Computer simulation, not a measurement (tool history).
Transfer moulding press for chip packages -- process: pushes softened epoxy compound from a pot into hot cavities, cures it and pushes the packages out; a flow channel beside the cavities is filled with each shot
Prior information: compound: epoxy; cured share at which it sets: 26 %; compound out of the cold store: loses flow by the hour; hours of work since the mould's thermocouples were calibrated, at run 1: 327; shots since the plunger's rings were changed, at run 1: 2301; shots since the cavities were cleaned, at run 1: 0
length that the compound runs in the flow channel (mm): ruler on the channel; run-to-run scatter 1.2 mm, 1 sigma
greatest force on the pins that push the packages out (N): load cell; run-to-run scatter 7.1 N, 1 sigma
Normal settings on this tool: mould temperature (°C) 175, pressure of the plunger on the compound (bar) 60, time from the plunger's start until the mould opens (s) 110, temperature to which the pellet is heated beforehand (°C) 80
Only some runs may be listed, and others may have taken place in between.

run	hour	mould temperature (°C)	pressure of the plunger on the compound (bar)	time from the plunger's start until the mould opens (s)	temperature to which the pellet is heated beforehand (°C)	hours of work since the mould's thermocouples were calibrated	shots since the plunger's rings were changed	shots since the cavities were cleaned	incoming compound's hours out of the cold store	length that the compound runs in the flow channel (mm)	greatest force on the pins that push the packages out (N)
1	0	175	60	110	80	327	2301	0	40.7	475	294
2	24	175	60	112	80	340	2518	217	37.6	481	332
3	38.1	175	60	133	80	348	2645	344	18.4	540	329
4	54.1	175	60	110	80	357	2789	488	29.8	503	364
5	72	175	60	110	82	367	2951	650	28.6	508	391
6	95.4	175	60	110	82	380	3162	861	39.6	474	413
# hour 104.6: cavities cleaned with cleaning compound and waxed
7	109.9	175	60	110	82	388	3279	48	29.2	504	314
# hour 118.2: mould's thermocouples calibrated
8	131.5	175	60	111	80	7	3456	225	34.5	487	342
9	155.3	175	60	110	80	21	3671	440	16.2	544	384
10	173.9	175	60	110	80	31	3838	607	9.2	564	390
11	188.5	175	60	110	71	39	3970	739	46	455	396
12	199	175	60	110	71	45	4065	834	43.9	460	413
# hour 207.6: mould's thermocouples calibrated, once more
# hour 213.2: cavities cleaned with cleaning compound and waxed
13	214.7	175	60	110	71	3	4175	14	19.9	528	308
14	231.3	175	60	110	71	12	4325	164	9.5	562	340
15	248.9	175	60	110	71	22	4484	323	16.3	537	370
# hour 257.4: plunger's sealing rings changed
16	265.7	175	60	110	71	30	75	452	41.4	481	377
17	286.5	172	60	110	79	42	263	640	25.9	528	409
18	302	172	60	110	79	51	402	779	8.3	585	465
19	314.1	172	60	110	79	57	512	889	26.7	523	418
# hour 321.3: cavities cleaned with cleaning compound and waxed
20	336	182	55.5	93	75	69	696	133	42.3	449	307
21	349.6	182	55.5	130	79	77	818	255	12.2	537	306
22	364.1	178	59.4	110	80	85	949	386	21.3	532	342
23	387.7	179	61.1	124	84	98	1162	599	24	526	331
24	406.7	179	61.1	124	84	109	1334	771	20.2	537	366
# hour 425.5: cavities cleaned with cleaning compound and waxed
25	428.6	175	68.9	109	81	120	1518	29	25.4	559	312
26	444.5	174	68.9	109	76	129	1661	172	31	542	336
27	454.5	168	60	116	89	134	1752	263	42.6	473	408
28	468.5	168	60	116	89	142	1878	389	14.9	561	447
29	482.1	168	60	116	89	150	2001	512	34.2	498	449
30	504.8	168	61.9	117	89	163	2206	717	36.5	499	448

3 ways to go on from here, each from the tool as it stands after run 30. What would each give?
A	521.2	175	60	96	90	172	2354	865	24.3	?	?
B	521.2	175	58.4	114	80	172	2354	865	27.8	?	?
C	521.2	168	61.9	116	81	172	2354	865	16.6	?	?

run	length that the compound runs in the flow channel (mm)	greatest force on the pins that push the packages out (N)
A	521	447
B	503	386
C	563	514
Take away the tool's hidden state, keep each run's random variation, and the runs would have read:
run	length that the compound runs in the flow channel (mm)	greatest force on the pins that push the packages out (N)
A	532	332
B	514	287
C	575	384

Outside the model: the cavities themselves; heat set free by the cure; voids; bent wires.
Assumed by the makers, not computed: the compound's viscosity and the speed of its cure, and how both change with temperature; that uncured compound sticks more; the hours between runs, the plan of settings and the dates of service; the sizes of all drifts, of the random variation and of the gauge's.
